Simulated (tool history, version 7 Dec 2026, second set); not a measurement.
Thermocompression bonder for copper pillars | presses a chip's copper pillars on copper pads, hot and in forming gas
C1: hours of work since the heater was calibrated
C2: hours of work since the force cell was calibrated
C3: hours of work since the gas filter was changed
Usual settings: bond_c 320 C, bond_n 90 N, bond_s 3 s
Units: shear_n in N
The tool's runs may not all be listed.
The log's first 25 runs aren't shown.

run 26 hour=937.8 | bond_c=320 bond_n=59 bond_s=3 | C1=722 C2=391 C3=211 | shear_n=30.1
run 27 hour=964.1 | bond_c=320 bond_n=56 bond_s=8 | C1=741 C2=410 C3=230 | shear_n=42.4
run 28 hour=1007.7 | bond_c=301 bond_n=90 bond_s=2 | C1=771 C2=441 C3=260 | shear_n=34.1
run 29 hour=1037 | bond_c=301 bond_n=90 bond_s=2 | C1=792 C2=461 C3=281 | shear_n=34.1
run 30 hour=1083.9 | bond_c=301 bond_n=90 bond_s=2 | C1=825 C2=494 C3=314 | shear_n=34
run 31 hour=1108 | bond_c=337 bond_n=56 bond_s=2 | C1=842 C2=511 C3=331 | shear_n=28.6
run 32 hour=1158.6 | bond_c=337 bond_n=56 bond_s=2 | C1=878 C2=547 C3=367 | shear_n=29.1
-- hour=1194.3 forming gas filter changed
run 33 hour=1210.1 | bond_c=294 bond_n=56 bond_s=7 | C1=914 C2=583 C3=11 | shear_n=29.2
run 34 hour=1266.3 | bond_c=320 bond_n=90 bond_s=2 | C1=953 C2=622 C3=51 | shear_n=43.4
run 35 hour=1304.9 | bond_c=348 bond_n=90 bond_s=2 | C1=980 C2=650 C3=78 | shear_n=58.9
run 36 hour=1354.6 | bond_c=348 bond_n=90 bond_s=2 | C1=1015 C2=684 C3=113 | shear_n=58.7
run 37 hour=1387.5 | bond_c=348 bond_n=90 bond_s=2 | C1=1038 C2=708 C3=136 | shear_n=58.7
run 38 hour=1424.8 | bond_c=348 bond_n=90 bond_s=2 | C1=1065 C2=734 C3=162 | shear_n=58.4

4 ways to go on from here, each from the tool as it stands after run 38. What would each give?
run A hour=1475.1 | bond_c=315 bond_n=82 bond_s=3 | C1=1100 C2=769 C3=198 | shear_n=?
run B hour=1475.1 | bond_c=320 bond_n=89 bond_s=3 | C1=1100 C2=769 C3=198 | shear_n=?
run C hour=1475.1 | bond_c=320 bond_n=90 bond_s=7 | C1=1100 C2=769 C3=198 | shear_n=?
run D hour=1475.1 | bond_c=320 bond_n=97 bond_s=3 | C1=1100 C2=769 C3=198 | shear_n=?

run=A shear_n=42.8
run=B shear_n=50.1
run=C shear_n=69.7
run=D shear_n=55.8
Without the tool's hidden state the same runs would have given:
run=A shear_n=42.6
run=B shear_n=49.9
run=C shear_n=69.5
run=D shear_n=55.5

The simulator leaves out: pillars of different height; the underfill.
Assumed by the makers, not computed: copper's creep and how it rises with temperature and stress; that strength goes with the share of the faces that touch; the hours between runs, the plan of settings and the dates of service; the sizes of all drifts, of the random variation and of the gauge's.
